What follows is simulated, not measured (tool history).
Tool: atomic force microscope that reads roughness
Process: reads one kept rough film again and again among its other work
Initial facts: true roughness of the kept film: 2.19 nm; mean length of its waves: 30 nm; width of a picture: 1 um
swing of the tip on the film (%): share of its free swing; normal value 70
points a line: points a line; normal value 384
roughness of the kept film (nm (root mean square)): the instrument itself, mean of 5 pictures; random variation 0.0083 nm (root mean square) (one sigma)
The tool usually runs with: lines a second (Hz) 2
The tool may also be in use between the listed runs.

| run | hour | lines a second (Hz) | swing of the tip on the film (%) | points a line | roughness of the kept film (nm (root mean square)) |
|---|---|---|---|---|---|
| 1 | 0 | 2 | 70 | 384 | 1.813 |
| 2 | 51.1 | 2 | 70 | 569 | 1.687 |
| 3 | 87 | 2 | 57 | 569 | 1.721 |
| 4 | 116.7 | 2 | 68 | 384 | 1.557 |
|  | 151.6 | new tip fitted |
| 5 | 167.7 | 2 | 68 | 384 | 1.794 |
| 6 | 211.7 | 2 | 70 | 325 | 1.642 |
| 7 | 247 | 2 | 70 | 325 | 1.575 |
| 8 | 285.5 | 2 | 70 | 325 | 1.504 |
|  | 303 | new tip fitted |
| 9 | 341.1 | 2 | 70 | 325 | 1.714 |
| 10 | 390.7 | 2 | 70 | 325 | 1.595 |
| 11 | 414.4 | 2 | 70 | 384 | 1.554 |
| 12 | 442.6 | 2 | 70 | 384 | 1.482 |
|  | 452.7 | new tip fitted |
| 13 | 487.7 | 2 | 70 | 384 | 1.72 |
| 14 | 533.3 | 2 | 70 | 384 | 1.609 |
| 15 | 588.3 | 2 | 70 | 384 | 1.486 |
|  | 604.7 | new tip fitted |
| 16 | 621.1 | 2 | 70 | 384 | 1.76 |
| 17 | 664 | 2 | 70 | 384 | 1.651 |
| 18 | 708 | 2 | 88 | 384 | 1.365 |
|  | 755.5 | new tip fitted |
| 19 | 758.8 | 2 | 88 | 384 | 1.554 |
| 20 | 813.3 | 2 | 70 | 384 | 1.672 |
| 21 | 869.8 | 2 | 70 | 384 | 1.536 |
|  | 905.9 | new tip fitted |
| 22 | 919.3 | 2 | 70 | 264 | 1.757 |
| 23 | 946 | 0.99 | 70 | 384 | 1.809 |
| 24 | 991.8 | 0.99 | 70 | 384 | 1.705 |
| 25 | 1017.6 | 0.99 | 70 | 384 | 1.648 |
| 26 | 1041.4 | 0.99 | 70 | 856 | 1.606 |
|  | 1056.8 | new tip fitted |
| 27 | 1078.8 | 1.84 | 60 | 384 | 1.83 |
| 28 | 1122.2 | 0.69 | 80 | 320 | 1.701 |
| 29 | 1168.8 | 0.69 | 80 | 320 | 1.611 |
| 30 | 1193.4 | 0.69 | 80 | 320 | 1.567 |
|  | 1207.7 | new tip fitted |
| 31 | 1233 | 0.54 | 64 | 506 | 1.916 |
| 32 | 1273.4 | 2 | 70 | 317 | 1.656 |
| 33 | 1325.3 | 2 | 70 | 317 | 1.55 |
|  | 1330.3 | height scale calibrated on a step standard |
| 34 | 1356.7 | 0.82 | 66 | 271 | 1.59 |
|  | 1359.9 | new tip fitted |
| 35 | 1408.9 | 0.78 | 81 | 275 | 1.722 |
| 36 | 1451.3 | 0.78 | 81 | 275 | 1.626 |
|  | 1464.4 | height scale calibrated on a step standard, once more |
| 37 | 1500.7 | 0.78 | 81 | 275 | 1.536 |
|  | 1511.1 | new tip fitted |
| 38 | 1527 | 2 | 70 | 473 | 1.78 |
| 39 | 1568.8 | 1.76 | 83 | 401 | 1.566 |
| 40 | 1616.2 | 1.76 | 83 | 401 | 1.466 |
| 41 | 1641.5 | 1.07 | 83 | 710 | 1.543 |
|  | 1664 | new tip fitted |
| 42 | 1664.9 | 1.07 | 83 | 710 | 1.802 |
| 43 | 1707.6 | 1.07 | 83 | 710 | 1.703 |
| 44 | 1741.5 | 2 | 56 | 384 | 1.731 |
| 45 | 1785.6 | 0.85 | 56 | 1019 | 1.689 |
|  | 1814.1 | new tip fitted |
| 46 | 1820.1 | 0.67 | 60 | 384 | 1.966 |
| 47 | 1871.9 | 3.16 | 82 | 384 | 1.387 |
| 48 | 1921.9 | 2 | 55 | 312 | 1.67 |
|  | 1964.6 | new tip fitted |
| 49 | 1970.5 | 1.19 | 59 | 312 | 1.938 |
| 50 | 2024.1 | 0.54 | 59 | 611 | 1.848 |
| 51 | 2068.8 | 2 | 89 | 267 | 1.333 |
| 52 | 2102.9 | 0.5 | 59 | 660 | 1.685 |

The same runs without the tool's hidden state, with the same run-to-run variation:
Hidden state at play: radius of the tip, nm; height scale over the true one, %; drift of the gauge itself on roughness_nm, %.
| run | roughness of the kept film (nm (root mean square)) |
|---|---|
| 1 | 1.826 |
| 2 | 1.831 |
| 3 | 1.961 |
| 4 | 1.843 |
| 5 | 1.85 |
| 6 | 1.8 |
| 7 | 1.808 |
| 8 | 1.822 |
| 9 | 1.824 |
| 10 | 1.819 |
| 11 | 1.832 |
| 12 | 1.812 |
| 13 | 1.825 |
| 14 | 1.811 |
| 15 | 1.81 |
| 16 | 1.825 |
| 17 | 1.824 |
| 18 | 1.594 |
| 19 | 1.584 |
| 20 | 1.833 |
| 21 | 1.822 |
| 22 | 1.806 |
| 23 | 1.932 |
| 24 | 1.934 |
| 25 | 1.921 |
| 26 | 1.933 |
| 27 | 1.908 |
| 28 | 1.896 |
| 29 | 1.901 |
| 30 | 1.902 |
| 31 | 2 |
| 32 | 1.824 |
| 33 | 1.821 |
| 34 | 1.953 |
| 35 | 1.869 |
| 36 | 1.874 |
| 37 | 1.865 |
| 38 | 1.825 |
| 39 | 1.694 |
| 40 | 1.689 |
| 41 | 1.834 |
| 42 | 1.819 |
| 43 | 1.827 |
| 44 | 1.953 |
| 45 | 2.015 |
| 46 | 1.991 |
| 47 | 1.506 |
| 48 | 1.939 |
| 49 | 1.957 |
| 50 | 2.013 |
| 51 | 1.541 |
| 52 | 2.032 |
